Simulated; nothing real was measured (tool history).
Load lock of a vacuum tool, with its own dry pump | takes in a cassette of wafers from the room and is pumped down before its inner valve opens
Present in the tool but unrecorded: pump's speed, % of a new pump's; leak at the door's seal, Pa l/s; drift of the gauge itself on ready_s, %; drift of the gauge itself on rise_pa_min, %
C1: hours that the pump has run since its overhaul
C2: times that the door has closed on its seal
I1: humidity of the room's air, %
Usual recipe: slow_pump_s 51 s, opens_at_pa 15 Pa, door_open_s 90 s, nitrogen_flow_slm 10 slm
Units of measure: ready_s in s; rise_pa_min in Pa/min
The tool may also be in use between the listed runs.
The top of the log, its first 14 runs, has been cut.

run 15 day=86.904 | slow_pump_s=51 opens_at_pa=15 door_open_s=90 nitrogen_flow_slm=10 | C1=8881 C2=35229 | I1=46.8 | ready_s=110.2 rise_pa_min=0.249
run 16 day=91.900 | slow_pump_s=51 opens_at_pa=15 door_open_s=90 nitrogen_flow_slm=10 | C1=9000 C2=35670 | I1=42.7 | ready_s=109.7 rise_pa_min=0.241
run 17 day=96.971 | slow_pump_s=51 opens_at_pa=15 door_open_s=90 nitrogen_flow_slm=10 | C1=9122 C2=36119 | I1=44.9 | ready_s=109.2 rise_pa_min=0.257
run 18 day=104.908 | slow_pump_s=51 opens_at_pa=15 door_open_s=90 nitrogen_flow_slm=10 | C1=9313 C2=36821 | I1=47.0 | ready_s=111.2 rise_pa_min=0.263
-- day=106.588 dry pump taken out, an overhauled one fitted
run 19 day=114.146 | slow_pump_s=51 opens_at_pa=16 door_open_s=90 nitrogen_flow_slm=10 | C1=181 C2=37617 | I1=43.1 | ready_s=94.2 rise_pa_min=0.261
run 20 day=118.096 | slow_pump_s=51 opens_at_pa=15 door_open_s=90 nitrogen_flow_slm=5 | C1=276 C2=37966 | I1=44.0 | ready_s=95.3 rise_pa_min=0.275
run 21 day=122.625 | slow_pump_s=69 opens_at_pa=14 door_open_s=57 nitrogen_flow_slm=10 | C1=385 C2=38367 | I1=47.5 | ready_s=109.2 rise_pa_min=0.264
run 22 day=131.017 | slow_pump_s=69 opens_at_pa=14 door_open_s=57 nitrogen_flow_slm=10 | C1=586 C2=39110 | I1=43.6 | ready_s=110.7 rise_pa_min=0.263
run 23 day=137.504 | slow_pump_s=35 opens_at_pa=13 door_open_s=57 nitrogen_flow_slm=10 | C1=742 C2=39684 | I1=45.2 | ready_s=85.6 rise_pa_min=0.272
run 24 day=144.242 | slow_pump_s=52 opens_at_pa=13 door_open_s=57 nitrogen_flow_slm=4 | C1=904 C2=40280 | I1=44.0 | ready_s=98.5 rise_pa_min=0.285
run 25 day=151.108 | slow_pump_s=43 opens_at_pa=19 door_open_s=53 nitrogen_flow_slm=8 | C1=1068 C2=40888 | I1=44.6 | ready_s=89.0 rise_pa_min=0.283
run 26 day=157.517 | slow_pump_s=78 opens_at_pa=14 door_open_s=173 nitrogen_flow_slm=25 | C1=1222 C2=41455 | I1=44.6 | ready_s=116.3 rise_pa_min=0.286
run 27 day=166.179 | slow_pump_s=78 opens_at_pa=14 door_open_s=138 nitrogen_flow_slm=14 | C1=1430 C2=42221 | I1=45.2 | ready_s=117.3 rise_pa_min=0.315
run 28 day=171.646 | slow_pump_s=37 opens_at_pa=15 door_open_s=90 nitrogen_flow_slm=9 | C1=1561 C2=42705 | I1=43.4 | ready_s=85.8 rise_pa_min=0.324
run 29 day=176.008 | slow_pump_s=58 opens_at_pa=15 door_open_s=39 nitrogen_flow_slm=6 | C1=1666 C2=43091 | I1=42.8 | ready_s=103.2 rise_pa_min=0.301
run 30 day=182.271 | slow_pump_s=58 opens_at_pa=15 door_open_s=39 nitrogen_flow_slm=6 | C1=1816 C2=43645 | I1=41.4 | ready_s=103.0 rise_pa_min=0.306
run 31 day=186.742 | slow_pump_s=87 opens_at_pa=20 door_open_s=39 nitrogen_flow_slm=6 | C1=1924 C2=44041 | I1=46.4 | ready_s=120.4 rise_pa_min=0.311
run 32 day=193.179 | slow_pump_s=51 opens_at_pa=19 door_open_s=216 nitrogen_flow_slm=18 | C1=2078 C2=44611 | I1=45.7 | ready_s=96.3 rise_pa_min=0.349
run 33 day=201.542 | slow_pump_s=69 opens_at_pa=26 door_open_s=69 nitrogen_flow_slm=10 | C1=2279 C2=45351 | I1=46.6 | ready_s=107.9 rise_pa_min=0.325
run 34 day=210.333 | slow_pump_s=69 opens_at_pa=26 door_open_s=69 nitrogen_flow_slm=10 | C1=2490 C2=46129 | I1=46.9 | ready_s=108.9 rise_pa_min=0.332
run 35 day=214.942 | slow_pump_s=69 opens_at_pa=26 door_open_s=69 nitrogen_flow_slm=10 | C1=2600 C2=46536 | I1=41.8 | ready_s=109.3 rise_pa_min=0.336
run 36 day=221.575 | slow_pump_s=28 opens_at_pa=15 door_open_s=90 nitrogen_flow_slm=10 | C1=2760 C2=47124 | I1=44.5 | ready_s=81.7 rise_pa_min=0.343
run 37 day=225.983 | slow_pump_s=28 opens_at_pa=15 door_open_s=90 nitrogen_flow_slm=10 | C1=2865 C2=47514 | I1=43.6 | ready_s=81.4 rise_pa_min=0.352
run 38 day=235.121 | slow_pump_s=28 opens_at_pa=15 door_open_s=90 nitrogen_flow_slm=14 | C1=3085 C2=48322 | I1=46.3 | ready_s=82.3 rise_pa_min=0.361

Predict each of these 3 candidate next runs independently; none follows another, all start after run 38:
run A day=244.196 | slow_pump_s=35 opens_at_pa=24 door_open_s=104 nitrogen_flow_slm=10 | C1=3303 C2=49125 | I1=43.8 | ready_s=? rise_pa_min=?
run B day=244.196 | slow_pump_s=36 opens_at_pa=15 door_open_s=101 nitrogen_flow_slm=14 | C1=3303 C2=49125 | I1=45.0 | ready_s=? rise_pa_min=?
run C day=244.196 | slow_pump_s=51 opens_at_pa=15 door_open_s=90 nitrogen_flow_slm=35 | C1=3303 C2=49125 | I1=44.5 | ready_s=? rise_pa_min=?

run=A ready_s=83.3 rise_pa_min=0.372
run=B ready_s=89.2 rise_pa_min=0.366
run=C ready_s=100.4 rise_pa_min=0.350
The same runs, with their run-to-run variation unchanged, on a tool lacking any hidden condition would have given:
run=A ready_s=78.4 rise_pa_min=0.049
run=B ready_s=84.1 rise_pa_min=0.041
run=C ready_s=95.6 rise_pa_min=0.024
